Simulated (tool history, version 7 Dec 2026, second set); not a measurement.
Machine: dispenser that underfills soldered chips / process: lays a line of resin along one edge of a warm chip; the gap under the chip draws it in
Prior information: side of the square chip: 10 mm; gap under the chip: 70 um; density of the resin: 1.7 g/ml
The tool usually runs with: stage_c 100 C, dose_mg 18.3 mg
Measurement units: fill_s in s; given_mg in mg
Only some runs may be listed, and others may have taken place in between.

run	day	stage_c	dose_mg	fill_s	given_mg
1	0.000	100	18.3	87.6	18.27
2	0.350	100	23.0	142.0	22.90
# day 0.525: new syringe of resin
3	0.800	100	23.0	99.9	22.75
4	1.154	87	23.0	282.5	22.68
# day 1.233: new syringe of resin
5	1.588	87	23.0	188.0	22.62
# day 1.917: new syringe of resin
6	1.929	87	23.0	118.5	22.64
# day 2.083: dispensing valve cleaned and set on the balance
7	2.546	87	23.0	264.8	22.98
# day 2.625: new syringe of resin
8	3.075	87	23.0	213.2	22.89
# day 3.333: new syringe of resin
9	3.592	87	23.0	169.5	22.78
# day 4.029: new syringe of resin
10	4.038	87	23.0	120.4	22.71
11	4.379	87	23.0	189.2	22.62

Run 12 comes next. What will it give?
# day 4.692: new syringe of resin
# day 4.783: dispensing valve cleaned and set on the balance
12	5.083	100	18.3	?	?

fill_s: 113.5 s
given_mg: 18.26 mg
If the tool had no hidden condition, the same run with the same run-to-run variation would have returned fill_s 71.9 s, given_mg 18.30 mg.
